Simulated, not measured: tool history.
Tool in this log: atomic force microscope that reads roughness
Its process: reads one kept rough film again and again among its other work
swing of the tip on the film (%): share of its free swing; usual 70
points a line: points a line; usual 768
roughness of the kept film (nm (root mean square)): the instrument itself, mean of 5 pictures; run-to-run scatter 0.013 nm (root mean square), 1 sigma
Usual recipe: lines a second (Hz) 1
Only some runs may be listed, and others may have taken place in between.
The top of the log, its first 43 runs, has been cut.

run    hour  lines a second (Hz)  swing of the tip on the film (%)  points a line  roughness of the kept film (nm (root mean square))
     1689.6  -- height scale calibrated on a step standard
 44  1718.3                 2.37                                57            273                                               2.949
       1755  -- new tip fitted
 45  1770.1                 0.87                                57            508                                               3.058
 46  1807.1                 0.87                                57            508                                               3.052
 47  1829.9                 0.87                                57            508                                               3.052
     1851.2  -- new tip fitted
 48  1856.8                 3.23                                70            337                                               2.829
 49  1892.5                 1.77                                62            517                                               3.026
 50  1945.9                 1.77                                62            620                                               3.016
     1950.2  -- new tip fitted
 51  1997.6                 1.77                                62            620                                               2.986
 52  2031.9                 0.75                                62            620                                                3.03
     2046.4  -- new tip fitted
 53  2069.9                 0.75                                62            620                                               3.036

Predict each of these 3 candidate next runs independently; none follows another, all start after run 53:
  A  2116.1                    1                                60            322                                                   ?
  B  2116.1                 0.75                                90            620                                                   ?
  C  2116.1                 0.75                                68            260                                                   ?

run  roughness of the kept film (nm (root mean square))
  A                                               2.968
  B                                               2.974
  C                                               2.939
Without the tool's hidden state the same runs would have given:
run  roughness of the kept film (nm (root mean square))
  A                                               2.971
  B                                               2.978
  C                                               2.943
